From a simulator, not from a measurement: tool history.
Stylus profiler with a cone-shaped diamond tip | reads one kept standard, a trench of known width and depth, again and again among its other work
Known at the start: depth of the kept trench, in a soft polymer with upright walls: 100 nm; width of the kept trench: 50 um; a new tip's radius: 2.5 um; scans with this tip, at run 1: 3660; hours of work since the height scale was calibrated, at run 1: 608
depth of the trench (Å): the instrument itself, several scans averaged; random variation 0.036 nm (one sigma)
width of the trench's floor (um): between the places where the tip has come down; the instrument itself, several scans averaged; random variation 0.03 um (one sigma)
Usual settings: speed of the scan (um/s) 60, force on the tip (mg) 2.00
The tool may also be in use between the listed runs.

run,day,speed of the scan (um/s),force on the tip (mg),scans with this tip,hours of work since the height scale was calibrated,depth of the trench (Å),width of the trench's floor (um)
1,0.000,60,2.00,3660,608,1013.0,48.37
2,2.600,60,2.00,3849,639,1011.9,48.37
3,5.254,108,2.00,4043,672,1011.7,48.31
4,7.442,108,2.00,4203,698,1012.3,48.23
5,8.792,108,2.00,4301,714,1012.4,48.22
6,10.975,108,1.21,4460,741,1008.9,48.06
7,12.246,174,2.00,4553,756,1012.6,48.00
8,14.458,53,2.00,4714,783,1012.5,48.43
9,16.933,53,2.00,4895,813,1012.7,48.43
10,19.392,129,2.00,5074,843,1012.7,48.13
11,22.033,129,2.00,5267,875,1012.0,48.10
12,24.279,129,1.24,5431,902,1008.5,47.95
13,25.683,59,2.00,5533,919,1012.3,48.35
14,28.133,59,2.00,5712,949,1012.6,48.37
15,29.296,60,2.00,5797,963,1013.5,48.37
# day 30.242: height scale calibrated on a step standard
16,32.083,60,2.00,5999,22,1012.4,48.35
17,33.354,60,2.00,6092,38,1012.3,48.41
18,34.858,60,2.00,6201,56,1012.8,48.43
19,36.262,60,0.91,6304,73,1006.9,48.26
20,38.712,87,2.56,6482,103,1014.5,48.25
21,41.483,87,1.10,6685,136,1008.5,48.16
22,43.021,150,1.41,6797,155,1009.3,47.93
23,45.221,69,4.47,6957,182,1021.4,48.41
24,47.329,69,4.47,7111,207,1021.4,48.35
25,49.846,69,4.47,7295,238,1021.6,48.42
26,51.104,40,1.45,7386,253,1010.5,48.43
27,53.804,197,2.00,7583,286,1012.5,47.87
28,56.558,30,0.84,7784,319,1007.0,48.42
29,57.808,30,5.15,7876,334,1023.3,48.43
30,59.267,30,5.15,7982,352,1022.8,48.50
31,61.971,95,1.16,8179,384,1008.2,48.18
32,63.167,31,0.91,8266,399,1006.8,48.41
33,65.921,44,3.54,8467,432,1017.7,48.49
34,67.183,27,3.94,8560,448,1019.3,48.52
35,68.700,27,3.94,8670,466,1019.3,48.51

Forecast each of these 3 alternatives for the next run:
A,70.454,210,1.31,8798,487,?,?
B,70.454,43,2.00,8798,487,?,?
C,70.454,108,0.76,8798,487,?,?

run,depth of the trench (Å),width of the trench's floor (um)
A,1009.1,47.60
B,1012.7,48.43
C,1006.3,47.95
Without the tool's hidden state the same runs would have given:
run,depth of the trench (Å),width of the trench's floor (um)
A,1009.0,47.62
B,1012.7,48.45
C,1006.2,47.97
